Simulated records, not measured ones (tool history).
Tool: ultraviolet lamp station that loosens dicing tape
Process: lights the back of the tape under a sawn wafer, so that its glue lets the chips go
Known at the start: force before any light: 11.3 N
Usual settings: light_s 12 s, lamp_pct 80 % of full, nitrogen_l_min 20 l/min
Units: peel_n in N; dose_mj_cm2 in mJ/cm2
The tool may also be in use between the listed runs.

| run | hour | light_s | lamp_pct | nitrogen_l_min | peel_n | dose_mj_cm2 |
|---|---|---|---|---|---|---|
| 1 | 0.0 | 12 | 80 | 20 | 0.353 | 350 |
| 2 | 6.5 | 12 | 65 | 20 | 0.668 | 287 |
| 3 | 14.4 | 12 | 63 | 20 | 0.708 | 275 |
| 4 | 23.2 | 11 | 80 | 20 | 0.463 | 320 |
| 5 | 29.3 | 12 | 80 | 20 | 0.368 | 349 |
| 6 | 38.4 | 12 | 97 | 20 | 0.214 | 417 |
| 7 | 50.9 | 12 | 97 | 20 | 0.216 | 416 |
| 8 | 63.2 | 12 | 97 | 20 | 0.229 | 412 |
| 9 | 75.3 | 12 | 97 | 19 | 0.234 | 415 |
| 10 | 87.8 | 12 | 80 | 20 | 0.391 | 344 |
| 11 | 93.7 | 18 | 80 | 20 | 0.130 | 510 |
| 12 | 101.1 | 18 | 80 | 20 | 0.132 | 504 |
| 13 | 113.6 | 12 | 80 | 20 | 0.398 | 332 |
| 14 | 122.3 | 12 | 80 | 20 | 0.394 | 340 |
| 15 | 133.5 | 12 | 80 | 31 | 0.261 | 334 |
| 16 | 146.1 | 15 | 80 | 31 | 0.138 | 417 |
| 17 | 157.3 | 15 | 88 | 31 | 0.118 | 461 |
| 18 | 164.9 | 9 | 70 | 7 | 2.692 | 217 |
| 19 | 171.2 | 10 | 75 | 33 | 0.512 | 260 |
| 20 | 180.3 | 12 | 74 | 16 | 0.713 | 308 |
| 21 | 191.8 | 12 | 60 | 19 | 0.973 | 245 |
| 22 | 197.1 | 8 | 60 | 7 | 3.789 | 169 |
| 23 | 207.9 | 11 | 71 | 20 | 0.757 | 265 |
| 24 | 218.0 | 11 | 71 | 20 | 0.749 | 266 |
| 25 | 226.6 | 12 | 63 | 17 | 0.954 | 255 |
| 26 | 236.4 | 6 | 85 | 40 | 1.228 | 175 |
| 27 | 244.7 | 11 | 81 | 10 | 1.111 | 304 |
| 28 | 254.7 | 11 | 74 | 25 | 0.586 | 272 |

5 ways to go on from here, each from the tool as it stands after run 28. What would each give?
| A | 266.3 | 15 | 66 | 25 | ? | ? |
| B | 266.3 | 12 | 75 | 13 | ? | ? |
| C | 266.3 | 11 | 74 | 35 | ? | ? |
| D | 266.3 | 15 | 78 | 10 | ? | ? |
| E | 266.3 | 17 | 92 | 10 | ? | ? |

| run | peel_n | dose_mj_cm2 |
|---|---|---|
| A | 0.339 | 329 |
| B | 0.852 | 301 |
| C | 0.423 | 271 |
| D | 0.572 | 396 |
| E | 0.260 | 519 |
Without the tool's hidden state the same runs would have given:
| run | peel_n | dose_mj_cm2 |
|---|---|---|
| A | 0.218 | 383 |
| B | 0.580 | 350 |
| C | 0.274 | 315 |
| D | 0.375 | 461 |
| E | 0.170 | 604 |

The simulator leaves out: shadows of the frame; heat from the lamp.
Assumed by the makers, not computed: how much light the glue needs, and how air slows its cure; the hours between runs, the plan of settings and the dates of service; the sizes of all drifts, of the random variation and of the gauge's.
